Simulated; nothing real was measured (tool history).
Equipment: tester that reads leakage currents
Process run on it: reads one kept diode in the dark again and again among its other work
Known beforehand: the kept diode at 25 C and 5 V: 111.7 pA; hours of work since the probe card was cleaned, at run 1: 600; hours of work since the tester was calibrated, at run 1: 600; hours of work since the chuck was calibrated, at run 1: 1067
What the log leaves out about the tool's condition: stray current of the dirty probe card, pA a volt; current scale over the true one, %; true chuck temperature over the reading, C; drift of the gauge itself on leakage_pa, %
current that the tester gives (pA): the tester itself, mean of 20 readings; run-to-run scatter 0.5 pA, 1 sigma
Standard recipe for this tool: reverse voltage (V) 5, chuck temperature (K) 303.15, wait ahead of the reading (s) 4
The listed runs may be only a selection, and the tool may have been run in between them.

run	hour	reverse voltage (V)	chuck temperature (K)	wait ahead of the reading (s)	hours of work since the probe card was cleaned	hours of work since the tester was calibrated	hours of work since the chuck was calibrated	current that the tester gives (pA)
1	0	5	303.15	4	600	600	1067	172.15
2	121.7	5	303.15	4	680	680	1147	174.51
3	230.2	5	303.15	4	751	751	1218	173.69
4	333.6	7.1	303.15	4	819	819	1286	209.29
5	558.6	7.1	303.15	4	967	967	1434	211.04
6	675.5	5	303.15	4	1044	1044	1511	177.72
7	784.3	5	303.15	4	1115	1115	1582	177.59
8	963.2	5	303.15	4	1233	1233	1700	180.33
9	1104	5	303.15	4	1325	1325	1792	180.17
10	1279.2	5	303.15	4	1441	1441	1907	181.37
# hour 1332.7: chuck's temperature calibrated
11	1428.1	5	303.15	4	1537	1537	63	170.02
12	1567.9	5	303.15	4	1629	1629	155	172.03
13	1726.3	5	303.15	4	1733	1733	259	173.34
14	1876.5	5	303.15	4	1832	1832	357	173.42
15	2086.5	2.25	314.15	6.75	1970	1970	495	256.86
16	2308.1	3.55	301.15	1.83	2115	2115	641	128.78
# hour 2327.2: probe card cleaned and baked
# hour 2403.7: tester calibrated
17	2481.1	5	299.15	9.44	100	51	751	139.35
18	2664.1	5	299.15	9.44	220	171	871	140.26
19	2844	8.28	295.15	0.79	338	289	990	145.87
20	2976.7	9.22	303.15	2.25	425	376	1077	261.62
21	3079	16.48	303.15	4	493	444	1144	360.93
22	3256.3	16.48	303.15	4	609	560	1260	362.99
23	3376.3	16.48	303.15	4	688	639	1339	367.62

Here are 5 independent what-if runs from the current tool condition. What would each one return?
A	3480.8	15.88	321.15	1.23	757	708	1408	?
B	3480.8	2.29	303.15	4	757	708	1408	?
C	3480.8	2.83	303.15	0.44	757	708	1408	?
D	3480.8	5	303.15	1.54	757	708	1408	?
E	3480.8	3.8	306.15	4	757	708	1408	?

run	current that the tester gives (pA)
A	1164.45
B	127.42
C	143.1
D	192.45
E	204.18
Without the tool's hidden state the same runs would have given:
run	current that the tester gives (pA)
A	1054.05
B	112.75
C	125.95
D	165.52
E	180.51
